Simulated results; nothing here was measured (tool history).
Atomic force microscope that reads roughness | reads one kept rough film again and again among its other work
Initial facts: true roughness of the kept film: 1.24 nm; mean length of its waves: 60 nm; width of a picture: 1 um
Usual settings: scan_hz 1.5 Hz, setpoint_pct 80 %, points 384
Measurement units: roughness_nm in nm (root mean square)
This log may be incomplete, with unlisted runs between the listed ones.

Run 1, day 0: usual settings. Result: roughness_nm 1.042 nm (root mean square).
Run 2, day 0.738: usual settings but points 330. Result: roughness_nm 1.048 nm (root mean square).
Run 3, day 1.938: usual settings but points 330. Result: roughness_nm 1.043 nm (root mean square).
At day 2.292: new tip fitted.
Run 4, day 2.496: usual settings but points 330. Result: roughness_nm 1.081 nm (root mean square).
Run 5, day 3.638: usual settings but points 330. Result: roughness_nm 1.074 nm (root mean square).
Run 6, day 4.625: usual settings but scan_hz 0.64 Hz. Result: roughness_nm 1.155 nm (root mean square).
Run 7, day 5.871: usual settings but scan_hz 0.64 Hz. Result: roughness_nm 1.144 nm (root mean square).
Run 8, day 6.383: usual settings but scan_hz 0.64 Hz, setpoint_pct 67 %. Result: roughness_nm 1.178 nm (root mean square).
Run 9, day 7.638: usual settings but scan_hz 0.64 Hz, setpoint_pct 67 %. Result: roughness_nm 1.161 nm (root mean square).
At day 7.738: height scale calibrated on a step standard.
Run 10, day 8.496: usual settings but scan_hz 0.64 Hz, setpoint_pct 67 %. Result: roughness_nm 1.179 nm (root mean square).
Run 11, day 9.058: usual settings but scan_hz 0.64 Hz, setpoint_pct 67 %. Result: roughness_nm 1.172 nm (root mean square).
Run 12, day 10.012: usual settings but scan_hz 0.64 Hz, setpoint_pct 67 %. Result: roughness_nm 1.168 nm (root mean square).
At day 10.588: new tip fitted.
Run 13, day 11.225: usual settings. Result: roughness_nm 1.087 nm (root mean square).
At day 11.808: height scale calibrated on a step standard, once more.
Run 14, day 11.808: usual settings. Result: roughness_nm 1.06 nm (root mean square).
Run 15, day 12.488: usual settings. Result: roughness_nm 1.054 nm (root mean square).
Run 16, day 13.646: usual settings but scan_hz 1.81 Hz, setpoint_pct 88 %, points 504. Result: roughness_nm 0.957 nm (root mean square).
Run 17, day 14.442: usual settings but scan_hz 1.81 Hz, setpoint_pct 88 %, points 504. Result: roughness_nm 0.952 nm (root mean square).
Run 18, day 15.421: usual settings but scan_hz 0.95 Hz, setpoint_pct 83 %, points 487. Result: roughness_nm 1.093 nm (root mean square).
Run 19, day 16.642: usual settings but scan_hz 3.7 Hz, setpoint_pct 83 %, points 306. Result: roughness_nm 0.84 nm (root mean square).
Run 20, day 17.158: usual settings but scan_hz 0.72 Hz, setpoint_pct 83 %, points 306. Result: roughness_nm 1.1 nm (root mean square).
Run 21, day 18.183: usual settings but scan_hz 0.72 Hz, setpoint_pct 83 %, points 306. Result: roughness_nm 1.095 nm (root mean square).
At day 18.942: new tip fitted.
Run 22, day 18.942: usual settings but scan_hz 0.72 Hz, setpoint_pct 83 %, points 753. Result: roughness_nm 1.126 nm (root mean square).
Run 23, day 19.712: usual settings but scan_hz 0.72 Hz, setpoint_pct 86 %, points 266. Result: roughness_nm 1.12 nm (root mean square).
Run 24, day 20.304: usual settings but scan_hz 1.87 Hz, setpoint_pct 62 %, points 304. Result: roughness_nm 1.145 nm (root mean square).
Run 25, day 21.571: usual settings but scan_hz 0.51 Hz, setpoint_pct 78 %. Result: roughness_nm 1.157 nm (root mean square).
Run 26, day 22.612: usual settings but scan_hz 1.74 Hz, setpoint_pct 60 %, points 798. Result: roughness_nm 1.144 nm (root mean square).
Run 27, day 23.288: usual settings but scan_hz 1.24 Hz, points 803. Result: roughness_nm 1.063 nm (root mean square).
Run 28, day 24.15: usual settings but scan_hz 1.24 Hz, points 803. Result: roughness_nm 1.075 nm (root mean square).
Run 29, day 24.662: usual settings but scan_hz 1.24 Hz, points 803. Result: roughness_nm 1.064 nm (root mean square).

Each row is a separate what-if for the run after 29, all from the same tool condition, not one after another. Results?
Run A, day 25.262: usual settings but scan_hz 0.71 Hz, setpoint_pct 78 %, points 318. Result: roughness_nm ?.
Run B, day 25.262: usual settings but scan_hz 1.29 Hz. Result: roughness_nm ?.
Run C, day 25.262: usual settings but setpoint_pct 63 %, points 283. Result: roughness_nm ?.
Run D, day 25.262: usual settings but scan_hz 0.58 Hz, setpoint_pct 66 %, points 344. Result: roughness_nm ?.
Run E, day 25.262: usual settings but scan_hz 2.14 Hz, points 868. Result: roughness_nm ?.

run  roughness_nm
  A         1.113
  B          1.06
  C         1.113
  D          1.15
  E         0.986
The same runs, with their run-to-run variation unchanged, on a tool lacking any hidden condition would have given:
run  roughness_nm
  A         1.146
  B         1.091
  C         1.146
  D         1.184
  E         1.015
